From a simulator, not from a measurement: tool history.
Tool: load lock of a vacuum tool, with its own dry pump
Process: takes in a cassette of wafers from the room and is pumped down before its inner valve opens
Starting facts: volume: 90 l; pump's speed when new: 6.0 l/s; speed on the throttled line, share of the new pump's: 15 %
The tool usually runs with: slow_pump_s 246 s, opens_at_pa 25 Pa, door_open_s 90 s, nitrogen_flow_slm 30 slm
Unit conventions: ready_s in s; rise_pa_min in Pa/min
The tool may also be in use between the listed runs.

run     hour  slow_pump_s  opens_at_pa  door_open_s  nitrogen_flow_slm  incoming humidity of the room's air, %  ready_s  rise_pa_min
  1      0.0          246           25           90                 30                                    44.8    356.5        0.471
  2    336.7          246           25           90                 30                                    42.5    355.8        0.504
  3    718.5          246           27           90                 30                                    45.0    351.6        0.512
       906.9  -- door's seal changed, seat wiped
  4   1072.8          246           27           90                 30                                    45.2    359.4        0.009
  5   1475.3          246           29           90                 30                                    47.5    355.2        0.019
  6   2156.6          246           25           90                 30                                    44.2    359.0        0.026
  7   2489.5          246           25           56                 30                                    44.7    363.2        0.029
  8   2890.6          246           25           56                 30                                    46.7    364.3        0.030
      3035.4  -- dry pump taken out, an overhauled one fitted
  9   3297.7          246           25           56                 30                                    45.8    337.0        0.037
 10   3787.7          246           25           90                 30                                    47.8    333.3        0.052
 11   4484.8          246           25          216                 30                                    48.0    335.3        0.072
 12   5111.8          246           25          216                 30                                    47.1    335.9        0.090
 13   5693.0          246           25          216                 30                                    47.1    339.1        0.102
 14   6047.5          139           25          156                 30                                    43.9    249.4        0.106
 15   6744.7          139           24          156                 28                                    45.3    250.8        0.117
 16   7393.3          139           24          156                  7                                    46.4    252.7        0.162
 17   8045.9          466           25           90                 18                                    47.6    523.6        0.156
 18   8710.2          446           25           90                  5                                    45.6    518.2        0.195
 19   9091.2          446           25           36                  5                                    43.8    507.2        0.198
 20   9529.1          446           25           36                  5                                    44.0    509.7        0.219
 21  10031.6          266           34           36                 32                                    45.9    358.3        0.213
 22  10469.8          266           37          199                 10                                    45.9    354.4        0.256
 23  11133.5          392           25          148                 30                                    44.8    469.7        0.264

4 options for the next run, each taken on its own from the tool as it stands now. Forecast them:
  A  11446.4          261           42          148                  7                                    45.3        ?            ?
  B  11446.4          397           25          148                 30                                    45.9        ?            ?
  C  11446.4          246           25           90                 10                                    45.1        ?            ?
  D  11446.4          392           29           75                  6                                    45.7        ?            ?

run  ready_s  rise_pa_min
  A    351.5        0.301
  B    468.6        0.286
  C    350.1        0.287
  D    466.8        0.306
With the hidden condition removed and each run's random variation left untouched, the same runs would have given:
run  ready_s  rise_pa_min
  A    339.1        0.034
  B    458.0        0.015
  C    335.8        0.021
  D    456.4        0.029

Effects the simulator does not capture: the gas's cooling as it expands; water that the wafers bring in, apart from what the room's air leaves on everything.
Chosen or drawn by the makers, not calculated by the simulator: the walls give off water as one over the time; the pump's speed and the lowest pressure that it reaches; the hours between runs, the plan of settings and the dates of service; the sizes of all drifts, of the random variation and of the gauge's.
